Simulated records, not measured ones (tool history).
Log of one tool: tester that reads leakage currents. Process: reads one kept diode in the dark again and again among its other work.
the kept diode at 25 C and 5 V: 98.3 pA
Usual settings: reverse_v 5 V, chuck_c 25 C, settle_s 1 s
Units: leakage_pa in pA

run 1 day=0 | reverse_v=5 chuck_c=25 settle_s=1 | leakage_pa=99.17
run 2 day=4.333 | reverse_v=5 chuck_c=25 settle_s=1 | leakage_pa=98.95
run 3 day=11.538 | reverse_v=4.56 chuck_c=25 settle_s=1 | leakage_pa=93.59
run 4 day=16.671 | reverse_v=4.56 chuck_c=25 settle_s=1 | leakage_pa=93.94
run 5 day=23.746 | reverse_v=4.56 chuck_c=25 settle_s=1 | leakage_pa=93.47
run 6 day=32.7 | reverse_v=5 chuck_c=22 settle_s=1 | leakage_pa=78.93
run 7 day=38.538 | reverse_v=5 chuck_c=22 settle_s=1 | leakage_pa=79.19
run 8 day=42.954 | reverse_v=1.14 chuck_c=25 settle_s=1 | leakage_pa=42.36
run 9 day=52.333 | reverse_v=1.14 chuck_c=25 settle_s=1 | leakage_pa=42.63
-- day=53.288 probe card cleaned and baked
run 10 day=56.333 | reverse_v=1.14 chuck_c=25 settle_s=1 | leakage_pa=41.06
run 11 day=62.542 | reverse_v=1.14 chuck_c=25 settle_s=1 | leakage_pa=40.92

Measured less the same run without the tool's hidden state. The same run-to-run variation is in both; the gauge's scatter may not be:
The hidden state here: stray current of the dirty probe card, pA a volt; current scale over the true one, %; true chuck temperature over the reading, C; drift of the gauge itself on leakage_pa, %.
run=1 leakage_pa=-0.16
run=2 leakage_pa=-0.12
run=3 leakage_pa=-0.15
run=4 leakage_pa=-0.13
run=5 leakage_pa=-0.06
run=6 leakage_pa=+1.27
run=7 leakage_pa=+1.45
run=8 leakage_pa=-1.05
run=9 leakage_pa=-1.14
run=10 leakage_pa=-2.66
run=11 leakage_pa=-2.72
